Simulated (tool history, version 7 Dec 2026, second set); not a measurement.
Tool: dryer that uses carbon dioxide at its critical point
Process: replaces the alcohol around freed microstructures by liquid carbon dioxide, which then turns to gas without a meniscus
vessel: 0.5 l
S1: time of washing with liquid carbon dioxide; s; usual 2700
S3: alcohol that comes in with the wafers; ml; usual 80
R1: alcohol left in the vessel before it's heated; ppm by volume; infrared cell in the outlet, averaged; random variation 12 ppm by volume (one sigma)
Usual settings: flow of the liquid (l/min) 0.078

Run 1, hour 0: usual settings. Result: R1 1107 ppm by volume.
Run 2, hour 24.4: usual settings but S3 103 ml. Result: R1 1455 ppm by volume.
Run 3, hour 46.2: usual settings but S3 103 ml. Result: R1 1507 ppm by volume.
Run 4, hour 87.6: usual settings but flow of the liquid (l/min) 0.0806, S3 103 ml. Result: R1 1288 ppm by volume.
Run 5, hour 113.4: usual settings but flow of the liquid (l/min) 0.0747, S3 103 ml. Result: R1 1903 ppm by volume.
Run 6, hour 144.1: usual settings but flow of the liquid (l/min) 0.0747, S3 24 ml. Result: R1 479 ppm by volume.
Run 7, hour 179.8: usual settings but flow of the liquid (l/min) 0.1081. Result: R1 216 ppm by volume.
Run 8, hour 217.5: usual settings but flow of the liquid (l/min) 0.1081, S3 79 ml. Result: R1 223 ppm by volume.
Run 9, hour 261.1: usual settings but S1 2160 s. Result: R1 3480 ppm by volume.
Run 10, hour 304.9: usual settings but S1 2160 s. Result: R1 3531 ppm by volume.
Run 11, hour 324.9: usual settings but flow of the liquid (l/min) 0.1254. Result: R1 130 ppm by volume.
Run 12, hour 347.2: usual settings but flow of the liquid (l/min) 0.1254. Result: R1 125 ppm by volume.
Run 13, hour 392.1: usual settings but flow of the liquid (l/min) 0.1254. Result: R1 136 ppm by volume.
Run 14, hour 413.9: usual settings but S1 2580 s, flow of the liquid (l/min) 0.1183. Result: R1 215 ppm by volume.
Run 15, hour 461.4: usual settings but S1 2580 s, flow of the liquid (l/min) 0.1183. Result: R1 228 ppm by volume.
Run 16, hour 493.2: usual settings but S1 1980 s, flow of the liquid (l/min) 0.0655, S3 73 ml. Result: R1 8826 ppm by volume.
Run 17, hour 523.7: usual settings but S1 3780 s. Result: R1 322 ppm by volume.
At hour 536.2: inlet filter changed.
Run 18, hour 546.3: usual settings but S1 3780 s. Result: R1 163 ppm by volume.
Run 19, hour 586.3: usual settings but S1 1980 s, flow of the liquid (l/min) 0.1095, S3 86 ml. Result: R1 732 ppm by volume.
Run 20, hour 632.9: usual settings but flow of the liquid (l/min) 0.0784. Result: R1 896 ppm by volume.
Run 21, hour 652.4: usual settings but flow of the liquid (l/min) 0.0784. Result: R1 885 ppm by volume.
Run 22, hour 684: usual settings but S1 3720 s, flow of the liquid (l/min) 0.0735, S3 101 ml. Result: R1 324 ppm by volume.
Run 23, hour 705.7: usual settings but S1 3120 s, flow of the liquid (l/min) 0.0567, S3 20 ml. Result: R1 652 ppm by volume.
Run 24, hour 751.9: usual settings but S1 1800 s, flow of the liquid (l/min) 0.1012, S3 62 ml. Result: R1 1320 ppm by volume.
Run 25, hour 786.8: usual settings but S1 3120 s, flow of the liquid (l/min) 0.1012, S3 20 ml. Result: R1 116 ppm by volume.

Forecast each of these 4 alternatives for the next run:
Run A, hour 818.5: usual settings but S3 120 ml. Result: R1 ?.
Run B, hour 818.5: usual settings but S1 2040 s. Result: R1 ?.
Run C, hour 818.5: usual settings but S1 4320 s, flow of the liquid (l/min) 0.1012, S3 20 ml. Result: R1 ?.
Run D, hour 818.5: usual settings but S1 3960 s. Result: R1 ?.

run    R1
  A  1478
  B  3391
  C    98
  D   188
Without the tool's hidden state the same runs would have given:
run    R1
  A  1121
  B  2812
  C     0
  D    68
